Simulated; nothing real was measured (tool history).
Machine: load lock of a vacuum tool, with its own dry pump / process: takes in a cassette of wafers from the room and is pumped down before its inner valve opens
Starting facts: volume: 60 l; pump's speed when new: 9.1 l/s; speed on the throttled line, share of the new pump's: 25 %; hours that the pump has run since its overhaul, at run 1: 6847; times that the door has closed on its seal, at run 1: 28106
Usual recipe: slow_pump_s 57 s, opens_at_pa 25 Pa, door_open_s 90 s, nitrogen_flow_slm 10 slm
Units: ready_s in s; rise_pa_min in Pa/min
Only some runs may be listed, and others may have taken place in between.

| run | hour | slow_pump_s | opens_at_pa | door_open_s | nitrogen_flow_slm | hours that the pump has run since its overhaul | times that the door has closed on its seal | incoming humidity of the room's air, % | ready_s | rise_pa_min |
|---|---|---|---|---|---|---|---|---|---|---|
| 1 | 0.0 | 57 | 25 | 90 | 10 | 6847 | 28106 | 45.3 | 100.5 | 0.225 |
|  | 397.3 | door's seal changed, seat wiped |
| 2 | 622.3 | 57 | 25 | 90 | 10 | 7467 | 590 | 49.7 | 103.8 | 0.045 |
| 3 | 1161.2 | 57 | 25 | 90 | 10 | 8006 | 2001 | 49.7 | 102.4 | 0.045 |
| 4 | 1702.3 | 57 | 25 | 90 | 10 | 8547 | 3418 | 45.1 | 103.2 | 0.048 |
| 5 | 2179.8 | 57 | 25 | 90 | 37 | 9025 | 4669 | 46.2 | 104.0 | 0.034 |
| 6 | 2630.0 | 57 | 25 | 59 | 10 | 9475 | 5849 | 46.2 | 103.6 | 0.049 |
| 7 | 2891.4 | 57 | 25 | 90 | 10 | 9736 | 6533 | 43.9 | 104.6 | 0.055 |
| 8 | 3392.5 | 57 | 25 | 90 | 10 | 10238 | 7846 | 41.2 | 102.7 | 0.055 |
| 9 | 3976.6 | 57 | 25 | 90 | 10 | 10822 | 9376 | 45.6 | 104.3 | 0.073 |
| 10 | 4277.7 | 57 | 25 | 90 | 10 | 11123 | 10164 | 43.0 | 105.0 | 0.074 |
| 11 | 4927.1 | 57 | 25 | 90 | 10 | 11772 | 11865 | 39.7 | 105.6 | 0.078 |
| 12 | 5563.8 | 57 | 25 | 90 | 27 | 12409 | 13533 | 45.5 | 106.0 | 0.087 |
| 13 | 6185.8 | 57 | 25 | 90 | 10 | 13031 | 15162 | 50.5 | 107.3 | 0.112 |
| 14 | 6621.1 | 57 | 25 | 90 | 10 | 13466 | 16303 | 42.0 | 107.2 | 0.115 |
| 15 | 6931.2 | 57 | 25 | 90 | 24 | 13776 | 17115 | 45.3 | 106.2 | 0.111 |
| 16 | 7211.9 | 57 | 25 | 90 | 10 | 14057 | 17850 | 44.7 | 108.1 | 0.128 |
| 17 | 7525.0 | 57 | 25 | 90 | 10 | 14370 | 18670 | 44.7 | 107.9 | 0.137 |
| 18 | 8150.5 | 57 | 25 | 90 | 10 | 14995 | 20308 | 46.3 | 108.7 | 0.148 |
| 19 | 8770.6 | 57 | 25 | 90 | 10 | 15616 | 21933 | 51.6 | 108.3 | 0.173 |
| 20 | 9347.3 | 57 | 25 | 90 | 10 | 16192 | 23443 | 43.2 | 109.9 | 0.181 |
| 21 | 9782.1 | 46 | 22 | 216 | 18 | 16627 | 24582 | 43.9 | 103.6 | 0.196 |
|  | 10040.2 | dry pump taken out, an overhauled one fitted |
| 22 | 10300.3 | 57 | 48 | 230 | 11 | 260 | 25924 | 46.9 | 94.4 | 0.225 |
| 23 | 10838.1 | 57 | 48 | 230 | 11 | 798 | 27333 | 45.5 | 94.2 | 0.240 |
| 24 | 11280.5 | 57 | 48 | 230 | 11 | 1240 | 28491 | 47.4 | 93.3 | 0.262 |
|  | 11521.5 | door's seal changed, seat wiped |
| 25 | 11792.6 | 61 | 30 | 90 | 10 | 1751 | 710 | 47.4 | 100.8 | 0.041 |
| 26 | 12166.0 | 61 | 30 | 90 | 10 | 2124 | 1688 | 41.4 | 101.2 | 0.042 |
| 27 | 12577.1 | 103 | 33 | 78 | 18 | 2535 | 2765 | 46.9 | 131.8 | 0.039 |

Forecast run 28:
| 28 | 12949.7 | 103 | 33 | 78 | 18 | 2908 | 3741 | 47.6 | ? | ? |

ready_s: 131.8 s
rise_pa_min: 0.043 Pa/min
With no hidden state in the tool, this same run would have given ready_s 130.7 s, rise_pa_min 0.032 Pa/min.
